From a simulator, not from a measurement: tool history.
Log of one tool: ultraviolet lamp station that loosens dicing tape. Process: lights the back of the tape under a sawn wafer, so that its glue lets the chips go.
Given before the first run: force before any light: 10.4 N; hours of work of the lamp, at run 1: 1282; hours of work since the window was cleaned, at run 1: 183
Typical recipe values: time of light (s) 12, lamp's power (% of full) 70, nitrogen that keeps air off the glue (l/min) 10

| run | day | time of light (s) | lamp's power (% of full) | nitrogen that keeps air off the glue (l/min) | hours of work of the lamp | hours of work since the window was cleaned | force that peels the tape off (N) | light that reached the tape (J/m2) |
|---|---|---|---|---|---|---|---|---|
| 1 | 0.000 | 12 | 70 | 10 | 1282 | 183 | 0.598 | 1970 |
|  | 1.504 | lamp changed |
| 2 | 1.654 | 12 | 70 | 10 | 3 | 212 | 0.317 | 2560 |
| 3 | 3.312 | 12 | 80 | 10 | 33 | 242 | 0.255 | 2930 |
| 4 | 4.792 | 12 | 80 | 18 | 60 | 270 | 0.219 | 2880 |
| 5 | 5.912 | 12 | 80 | 18 | 81 | 290 | 0.221 | 2900 |
| 6 | 7.767 | 12 | 80 | 18 | 114 | 324 | 0.217 | 2770 |
| 7 | 9.738 | 12 | 87 | 10 | 150 | 360 | 0.229 | 3080 |
| 8 | 11.108 | 12 | 70 | 10 | 175 | 385 | 0.375 | 2390 |
| 9 | 12.500 | 21 | 70 | 10 | 201 | 410 | 0.160 | 4240 |
| 10 | 14.717 | 21 | 70 | 10 | 241 | 451 | 0.163 | 4160 |
|  | 15.225 | window cleaned of glue's vapour |
| 11 | 16.133 | 12 | 70 | 10 | 267 | 17 | 0.402 | 2320 |
| 12 | 17.812 | 12 | 70 | 10 | 298 | 47 | 0.410 | 2310 |
| 13 | 20.100 | 12 | 70 | 10 | 339 | 89 | 0.409 | 2270 |
| 14 | 21.842 | 12 | 70 | 10 | 371 | 121 | 0.434 | 2250 |
| 15 | 23.583 | 12 | 70 | 10 | 403 | 153 | 0.437 | 2240 |
| 16 | 24.946 | 12 | 70 | 19 | 428 | 178 | 0.371 | 2180 |
| 17 | 26.854 | 12 | 70 | 19 | 463 | 212 | 0.375 | 2210 |
|  | 27.442 | window cleaned of glue's vapour, once more |
| 18 | 27.958 | 12 | 70 | 19 | 483 | 9 | 0.308 | 2330 |
| 19 | 29.033 | 12 | 70 | 19 | 502 | 29 | 0.318 | 2360 |
| 20 | 30.829 | 12 | 70 | 15 | 535 | 62 | 0.347 | 2340 |
| 21 | 32.300 | 12 | 70 | 15 | 562 | 89 | 0.354 | 2290 |
| 22 | 34.508 | 10 | 61 | 15 | 602 | 129 | 0.744 | 1660 |
| 23 | 35.679 | 10 | 90 | 16 | 624 | 150 | 0.332 | 2380 |
| 24 | 36.658 | 11 | 71 | 11 | 642 | 168 | 0.509 | 2100 |
| 25 | 38.817 | 16 | 70 | 6 | 681 | 208 | 0.315 | 2970 |
| 26 | 40.758 | 7 | 64 | 11 | 716 | 243 | 1.721 | 1160 |
| 27 | 42.467 | 7 | 64 | 11 | 748 | 275 | 1.764 | 1170 |
| 28 | 43.775 | 16 | 70 | 19 | 772 | 298 | 0.217 | 2910 |
| 29 | 45.812 | 9 | 70 | 8 | 809 | 336 | 1.045 | 1590 |
| 30 | 48.025 | 17 | 66 | 6 | 849 | 376 | 0.336 | 2780 |
| 31 | 49.088 | 17 | 66 | 6 | 869 | 396 | 0.346 | 2780 |
| 32 | 50.283 | 9 | 91 | 14 | 890 | 417 | 0.494 | 1980 |
| 33 | 51.733 | 9 | 91 | 14 | 917 | 444 | 0.508 | 2040 |
|  | 52.633 | window cleaned of glue's vapour |
| 34 | 53.125 | 12 | 79 | 9 | 942 | 9 | 0.383 | 2420 |
| 35 | 54.779 | 12 | 84 | 6 | 972 | 39 | 0.404 | 2560 |
| 36 | 56.292 | 11 | 84 | 5 | 1000 | 67 | 0.576 | 2340 |
| 37 | 58.283 | 12 | 70 | 17 | 1036 | 103 | 0.420 | 2070 |
| 38 | 60.017 | 12 | 78 | 10 | 1068 | 135 | 0.414 | 2270 |
| 39 | 62.150 | 8 | 78 | 13 | 1107 | 174 | 0.985 | 1530 |
| 40 | 63.375 | 10 | 79 | 5 | 1129 | 196 | 0.978 | 1880 |
| 41 | 64.883 | 7 | 60 | 11 | 1157 | 224 | 2.231 | 1010 |
| 42 | 66.608 | 8 | 74 | 5 | 1188 | 255 | 1.717 | 1350 |

Same runs, no hidden state in the tool, same run-to-run variation:
Hidden conditions of the tool in this case: lamp's light, % of a new lamp's; light that the window lets through, % of a clean one's; drift of the gauge itself on peel_n, %; drift of the gauge itself on dose_mj_cm2, %.
| run | force that peels the tape off (N) | light that reached the tape (J/m2) |
|---|---|---|
| 1 | 0.298 | 2660 |
| 2 | 0.299 | 2640 |
| 3 | 0.239 | 3040 |
| 4 | 0.206 | 3020 |
| 5 | 0.205 | 3050 |
| 6 | 0.198 | 2950 |
| 7 | 0.204 | 3320 |
| 8 | 0.315 | 2600 |
| 9 | 0.154 | 4630 |
| 10 | 0.156 | 4610 |
| 11 | 0.302 | 2630 |
| 12 | 0.302 | 2650 |
| 13 | 0.290 | 2640 |
| 14 | 0.301 | 2640 |
| 15 | 0.294 | 2650 |
| 16 | 0.257 | 2620 |
| 17 | 0.255 | 2670 |
| 18 | 0.249 | 2610 |
| 19 | 0.253 | 2640 |
| 20 | 0.267 | 2650 |
| 21 | 0.267 | 2620 |
| 22 | 0.527 | 1930 |
| 23 | 0.249 | 2790 |
| 24 | 0.351 | 2460 |
| 25 | 0.228 | 3530 |
| 26 | 1.222 | 1390 |
| 27 | 1.234 | 1420 |
| 28 | 0.174 | 3550 |
| 29 | 0.651 | 1970 |
| 30 | 0.217 | 3500 |
| 31 | 0.218 | 3530 |
| 32 | 0.289 | 2540 |
| 33 | 0.287 | 2620 |
| 34 | 0.251 | 2970 |
| 35 | 0.249 | 3170 |
| 36 | 0.342 | 2930 |
| 37 | 0.250 | 2620 |
| 38 | 0.246 | 2910 |
| 39 | 0.543 | 1990 |
| 40 | 0.529 | 2470 |
| 41 | 1.389 | 1340 |
| 42 | 0.978 | 1820 |
